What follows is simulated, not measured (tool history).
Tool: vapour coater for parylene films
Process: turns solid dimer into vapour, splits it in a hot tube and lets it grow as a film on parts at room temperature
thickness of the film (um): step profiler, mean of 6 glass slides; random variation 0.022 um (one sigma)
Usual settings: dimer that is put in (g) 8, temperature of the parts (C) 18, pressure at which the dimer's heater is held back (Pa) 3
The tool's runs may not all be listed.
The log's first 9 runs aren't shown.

run   hour  dimer that is put in (g)  temperature of the parts (C)  pressure at which the dimer's heater is held back (Pa)  hours of work since the trap's valve was overhauled  hours of work since the table's thermometer was calibrated  thickness of the film (um)
 10  109.8                         8                            26                                                       3                                                  625                                                         148                        3.64
 11  116.6                         8                            26                                                       3                                                  629                                                         151                        3.65
 12  126.5                         8                            22                                                       3                                                  634                                                         157                        4.03
 13  134.4                         8                            22                                                       3                                                  638                                                         161                        4.04
 14  145.2                         8                            22                                                       3                                                  644                                                         167                        3.99
 15  159.4                         8                            22                                                       3                                                  652                                                         175                        4.03
 16  166.8                         8                            22                                                       3                                                  656                                                         179                        4.02
     181.8  -- trap's valve overhauled
 17  181.8                         8                            22                                                       3                                                    0                                                         185                        4.21
 18  189.4                         8                            22                                                       3                                                    4                                                         189                         4.2
 19  204.3                         8                            22                                                       3                                                   12                                                         197                        4.18
 20  212.5                         8                            11                                                       3                                                   17                                                         201                        5.55
 21  224.3                         8                            11                                                       3                                                   23                                                         208                        5.56
 22  236.5                         8                            18                                                     2.7                                                   30                                                         214                        4.65
 23  247.5                         8                            18                                                     2.7                                                   36                                                         220                        4.69
 24  262.1                         8                            18                                                     2.7                                                   44                                                         228                         4.7
 25  273.6                         3                            18                                                     2.7                                                   50                                                         234                        1.75

Run 26 comes next. What will it give?
 26  286.7                         3                            24                                                     2.7                                                   57                                                         242                           ?

{"run 26": {"thickness of the film (um)": 1.51}}
Without the tool's hidden state the same run would have given thickness of the film (um) 1.53.
